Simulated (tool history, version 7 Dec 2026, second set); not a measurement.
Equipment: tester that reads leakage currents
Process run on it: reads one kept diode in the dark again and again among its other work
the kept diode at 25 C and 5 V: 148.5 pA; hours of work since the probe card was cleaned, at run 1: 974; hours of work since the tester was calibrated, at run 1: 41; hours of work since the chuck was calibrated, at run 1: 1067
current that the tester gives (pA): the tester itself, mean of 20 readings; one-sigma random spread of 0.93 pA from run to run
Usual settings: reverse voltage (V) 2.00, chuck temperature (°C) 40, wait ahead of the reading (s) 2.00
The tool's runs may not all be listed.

run    hour  reverse voltage (V)  chuck temperature (°C)  wait ahead of the reading (s)  hours of work since the probe card was cleaned  hours of work since the tester was calibrated  hours of work since the chuck was calibrated  current that the tester gives (pA)
  1     0.0                 2.00                      40                           2.00                                             974                                             41                                          1067                              323.34
  2    26.2                 2.00                      40                           2.00                                             994                                             61                                          1087                              322.02
       59.2  -- chuck's temperature calibrated
  3    68.8                 2.00                      40                           2.00                                            1025                                             92                                             7                              312.34
  4    87.6                 2.00                      40                           2.00                                            1040                                            106                                            22                              311.44
  5   122.0                 2.00                      40                           2.00                                            1066                                            132                                            48                              312.89
  6   153.3                 2.00                      40                           2.00                                            1090                                            156                                            72                              312.52
  7   178.3                 2.00                      40                           2.00                                            1109                                            176                                            91                              313.26
  8   211.5                 2.00                      40                           2.00                                            1134                                            201                                           117                              312.02
  9   249.4                 2.00                      40                           2.00                                            1163                                            230                                           146                              313.47
 10   282.9                 2.00                      40                           2.00                                            1189                                            256                                           171                              312.75
 11   315.4                 2.00                      22                           2.00                                            1214                                            281                                           196                               68.94
 12   349.0                 2.00                      40                           2.00                                            1240                                            306                                           222                              314.60
 13   388.3                 2.00                      40                           2.00                                            1270                                            336                                           252                              314.92
 14   420.1                 2.00                      40                           1.75                                            1294                                            361                                           276                              316.48
 15   452.2                 2.00                      40                           1.75                                            1319                                            385                                           301                              317.77
 16   474.6                 2.00                      40                           1.75                                            1336                                            402                                           318                              317.40
 17   519.8                 2.54                      40                           2.00                                            1370                                            437                                           352                              364.94
 18   551.1                 1.80                      40                           2.00                                            1394                                            461                                           376                              298.09
 19   590.9                 1.80                      40                           2.00                                            1425                                            491                                           407                              299.92
 20   627.0                12.42                      40                           2.00                                            1452                                            519                                           434                              927.63
 21   662.0                 1.28                      57                           2.00                                            1479                                            546                                           461                              896.35
 22   690.2                 1.28                      57                           2.00                                            1501                                            567                                           483                              899.07
 23   722.6                 1.28                      57                           2.00                                            1525                                            592                                           508                              895.50
 24   752.8                 1.56                      28                           2.00                                            1549                                            615                                           531                              102.38
 25   784.6                 2.00                      40                           0.87                                            1573                                            639                                           555                              320.33
 26   825.6                 2.00                      40                           0.43                                            1604                                            671                                           586                              320.64
 27   862.3                 2.00                      40                           0.43                                            1632                                            699                                           615                              322.87
 28   893.9                 2.00                      40                           0.43                                            1657                                            723                                           639                              322.83
 29   914.3                 1.91                      40                           1.29                                            1672                                            739                                           654                              314.06
      959.8  -- probe card cleaned and baked
 30   962.1                 5.59                      26                           2.00                                               2                                            773                                           689                              179.74
 31   994.0                 2.00                      40                           3.25                                              26                                            797                                           713                              319.80
 32  1020.0                18.15                      23                           3.61                                              46                                            817                                           733                              274.54
 33  1044.2                18.15                      23                           3.61                                              65                                            836                                           751                              273.58
 34  1072.3                17.21                      47                           2.00                                              86                                            857                                           773                             1948.69
 35  1109.3                 2.38                      46                           1.34                                             114                                            886                                           801                              571.40
 36  1133.4                 5.68                      46                           4.96                                             133                                            904                                           820                              949.66
 37  1157.1                 6.39                      35                           2.00                                             151                                            922                                           838                              423.14
 38  1185.9                 6.39                      35                           2.00                                             173                                            944                                           860                              421.41
 39  1206.0                 2.95                      48                           1.82                                             188                                            960                                           875                              758.50

Branching from run 39: 5 alternative next runs. What would each branch give?
  A  1244.5                 1.93                      40                           0.94                                             218                                            989                                           905                                   ?
  B  1244.5                16.08                      44                           2.57                                             218                                            989                                           905                                   ?
  C  1244.5                 8.34                      36                           1.82                                             218                                            989                                           905                                   ?
  D  1244.5                 3.37                      29                           1.02                                             218                                            989                                           905                                   ?
  E  1244.5                 2.73                      40                           2.00                                             218                                            989                                           905                                   ?

run  current that the tester gives (pA)
  A                              316.39
  B                             1488.19
  C                              534.21
  D                              176.26
  E                              387.67
Had the tool no hidden state, the same runs would have come out as:
run  current that the tester gives (pA)
  A                              304.35
  B                             1431.67
  C                              512.75
  D                              168.85
  E                              372.85

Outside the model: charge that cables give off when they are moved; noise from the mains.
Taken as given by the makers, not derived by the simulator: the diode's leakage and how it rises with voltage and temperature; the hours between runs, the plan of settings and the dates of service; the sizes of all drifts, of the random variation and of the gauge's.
